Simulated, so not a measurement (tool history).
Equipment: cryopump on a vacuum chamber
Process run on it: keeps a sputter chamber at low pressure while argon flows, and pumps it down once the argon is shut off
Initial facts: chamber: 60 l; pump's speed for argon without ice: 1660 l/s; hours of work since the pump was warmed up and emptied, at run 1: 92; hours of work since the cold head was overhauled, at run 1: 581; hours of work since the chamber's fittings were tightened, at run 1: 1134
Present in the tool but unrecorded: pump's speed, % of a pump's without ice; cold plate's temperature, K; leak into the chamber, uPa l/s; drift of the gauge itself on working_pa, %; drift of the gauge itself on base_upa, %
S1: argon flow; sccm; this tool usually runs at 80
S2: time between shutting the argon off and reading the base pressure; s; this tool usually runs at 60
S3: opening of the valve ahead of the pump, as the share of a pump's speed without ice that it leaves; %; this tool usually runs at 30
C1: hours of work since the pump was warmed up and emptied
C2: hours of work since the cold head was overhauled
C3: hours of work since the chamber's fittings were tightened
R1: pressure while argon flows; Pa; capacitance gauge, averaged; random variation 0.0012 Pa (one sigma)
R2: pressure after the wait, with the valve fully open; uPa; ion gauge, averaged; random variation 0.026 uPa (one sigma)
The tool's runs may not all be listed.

| run | hour | S1 | S2 | S3 | C1 | C2 | C3 | R1 | R2 |
|---|---|---|---|---|---|---|---|---|---|
| 1 | 0 | 80 | 60 | 30 | 92 | 581 | 1134 | 0.2796 | 1.26 |
| 2 | 44.9 | 80 | 60 | 30 | 117 | 606 | 1158 | 0.2799 | 1.29 |
| 3 | 64.4 | 80 | 60 | 30 | 128 | 616 | 1169 | 0.2784 | 1.25 |
| 4 | 88.2 | 80 | 60 | 30 | 141 | 630 | 1182 | 0.2804 | 1.22 |
| 5 | 129.1 | 80 | 60 | 30 | 163 | 652 | 1205 | 0.2811 | 1.31 |
| 6 | 157.5 | 80 | 60 | 30 | 179 | 668 | 1220 | 0.2818 | 1.31 |
| 7 | 186.5 | 80 | 60 | 30 | 195 | 684 | 1236 | 0.282 | 1.26 |
| 8 | 232.3 | 80 | 60 | 30 | 220 | 709 | 1262 | 0.2861 | 1.23 |
| 9 | 256.7 | 80 | 60 | 30 | 234 | 722 | 1275 | 0.2872 | 1.26 |
| 10 | 301.8 | 80 | 60 | 30 | 259 | 747 | 1300 | 0.2899 | 1.25 |
| 11 | 348.1 | 80 | 60 | 30 | 284 | 773 | 1326 | 0.2887 | 1.32 |
| 12 | 384.3 | 35 | 31 | 41 | 304 | 793 | 1346 | 0.0952 | 2.19 |
| 13 | 417.9 | 35 | 31 | 41 | 323 | 811 | 1364 | 0.0959 | 2.2 |
| 14 | 440.6 | 35 | 31 | 41 | 335 | 824 | 1377 | 0.0961 | 2.23 |
| 15 | 481.4 | 121 | 31 | 51 | 358 | 846 | 1399 | 0.2767 | 2.18 |
| 16 | 517.6 | 135 | 60 | 20 | 378 | 866 | 1419 | 0.7372 | 1.36 |
| 17 | 546.3 | 80 | 38 | 30 | 393 | 882 | 1435 | 0.3 | 1.9 |
| 18 | 580.1 | 80 | 38 | 30 | 412 | 901 | 1454 | 0.3005 | 1.94 |
| 19 | 609.8 | 104 | 22 | 30 | 428 | 917 | 1470 | 0.3951 | 2.88 |
| 20 | 644.5 | 104 | 22 | 30 | 448 | 936 | 1489 | 0.3972 | 2.92 |
|  | 679.3 | pump warmed up, emptied and cooled again |
| 21 | 694.6 | 80 | 22 | 24 | 8 | 961 | 1514 | 0.3433 | 2.78 |

4 ways to go on from here, each from the tool as it stands after run 21. What would each give?
| A | 733.5 | 36 | 22 | 24 | 30 | 983 | 1535 | ? | ? |
| B | 733.5 | 143 | 49 | 31 | 30 | 983 | 1535 | ? | ? |
| C | 733.5 | 80 | 43 | 24 | 30 | 983 | 1535 | ? | ? |
| D | 733.5 | 104 | 53 | 30 | 30 | 983 | 1535 | ? | ? |

| run | R1 | R2 |
|---|---|---|
| A | 0.1539 | 2.9 |
| B | 0.4733 | 1.55 |
| C | 0.34 | 1.65 |
| D | 0.3553 | 1.4 |
Had the tool no hidden state, the same runs would have come out as:
| run | R1 | R2 |
|---|---|---|
| A | 0.1527 | 2.68 |
| B | 0.4684 | 1.33 |
| C | 0.3373 | 1.43 |
| D | 0.3518 | 1.19 |
